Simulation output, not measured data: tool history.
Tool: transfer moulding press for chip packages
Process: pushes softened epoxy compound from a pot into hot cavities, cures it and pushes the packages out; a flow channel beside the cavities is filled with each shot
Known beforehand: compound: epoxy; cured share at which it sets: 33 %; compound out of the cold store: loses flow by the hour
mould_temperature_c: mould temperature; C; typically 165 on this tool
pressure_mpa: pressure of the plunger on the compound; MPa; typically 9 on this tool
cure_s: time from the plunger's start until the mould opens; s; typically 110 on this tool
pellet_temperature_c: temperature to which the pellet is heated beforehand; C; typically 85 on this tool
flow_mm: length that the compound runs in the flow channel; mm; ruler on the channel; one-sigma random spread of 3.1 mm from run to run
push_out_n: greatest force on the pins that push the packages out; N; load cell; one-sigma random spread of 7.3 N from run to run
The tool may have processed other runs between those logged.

run,hour,mould_temperature_c,pressure_mpa,cure_s,pellet_temperature_c,incoming compound's hours out of the cold store,flow_mm,push_out_n
1,0,165,9,110,85,34.2,499,307
2,24.4,165,9,110,85,36.3,500,412
3,54.5,165,9,110,85,27.9,498,518
# hour 69.3: cavities cleaned with cleaning compound and waxed
4,90.7,165,9,110,85,21.5,503,684
5,129.2,165,9,110,85,36.9,486,650
# hour 138.4: cavities cleaned with cleaning compound and waxed
# hour 172.9: cavities cleaned with cleaning compound and waxed, once more
6,174.2,165,9,110,85,44.2,469,304
7,205.2,165,9,110,75,15.5,504,458
8,237.3,165,9,110,75,21.7,495,539
# hour 243.9: cavities cleaned with cleaning compound and waxed
# hour 256.5: plunger's sealing rings changed
9,288.6,171,9,110,85,14.8,524,383
# hour 318: cavities cleaned with cleaning compound and waxed
10,318.5,165,8.04,110,85,15.1,503,311
11,372.3,165,8.04,110,85,40.3,458,501
# hour 388.1: cavities cleaned with cleaning compound and waxed
12,417.4,165,8.04,110,85,46.2,457,435
13,454.1,165,8.04,145,85,44.6,454,402
# hour 458.3: cavities cleaned with cleaning compound and waxed
# hour 469.2: mould's thermocouples calibrated
14,502.2,165,8.04,145,85,18.1,489,381
# hour 531: cavities cleaned with cleaning compound and waxed
15,548.8,165,9,140,94,24.6,505,327
# hour 600.8: cavities cleaned with cleaning compound and waxed
16,607.1,171,10.33,101,81,19,522,313
17,639.8,167,9.46,110,92,36.7,479,424
# hour 651.8: plunger's sealing rings changed
18,666.3,165,9,137,79,43.4,509,418
# hour 672.9: cavities cleaned with cleaning compound and waxed
19,698.8,165,9,137,83,16.9,533,342
20,726.5,165,9,137,83,28,517,382
# hour 744.2: cavities cleaned with cleaning compound and waxed
21,758.2,167,8.75,127,87,43.5,482,299
22,785.7,167,8.75,150,92,40.6,478,348
# hour 815: cavities cleaned with cleaning compound and waxed
23,818.6,167,8.75,150,92,9.1,519,239
24,845.8,167,8.75,150,92,26.4,488,323
25,872.5,164,9.93,110,85,36.3,523,585
# hour 884: cavities cleaned with cleaning compound and waxed
26,925.9,165,9.9,114,85,38.8,511,437
# hour 952.4: cavities cleaned with cleaning compound and waxed
27,966.6,165,9.9,114,85,37.4,513,345

Pick out some run-to-run changes in flow_mm. Of each, how much would a tool without hidden state show as well, from the settings, what came in and chance, and how much is left for the hidden state and any gauge scatter not in both results compared?
Hidden conditions of the tool in this case: true mould temperature over the reading, C; pressure that reaches the compound, % of what is set; grip of the stained cavities, % over clean ones'; drift of the gauge itself on flow_mm, %; drift of the gauge itself on push_out_n, %.
Run 8 -> 9: mould_temperature_c 165 -> 171, pellet_temperature_c 75 -> 85, cavities cleaned with cleaning compound and waxed, plunger's sealing rings changed. flow_mm +29 mm: hidden state +34, all else -5.
Run 10 -> 11: settings left as they were, no log entry in between. flow_mm -45 mm: hidden state -4, all else -41.
Run 16 -> 17: mould_temperature_c 171 -> 167, pressure_mpa 10.33 -> 9.46, cure_s 101 -> 110, pellet_temperature_c 81 -> 92. flow_mm -43 mm: hidden state -1, all else -42.
Run 17 -> 18: mould_temperature_c 167 -> 165, pressure_mpa 9.46 -> 9, cure_s 110 -> 137, pellet_temperature_c 92 -> 79, plunger's sealing rings changed. flow_mm +30 mm: hidden state +34, all else -4.
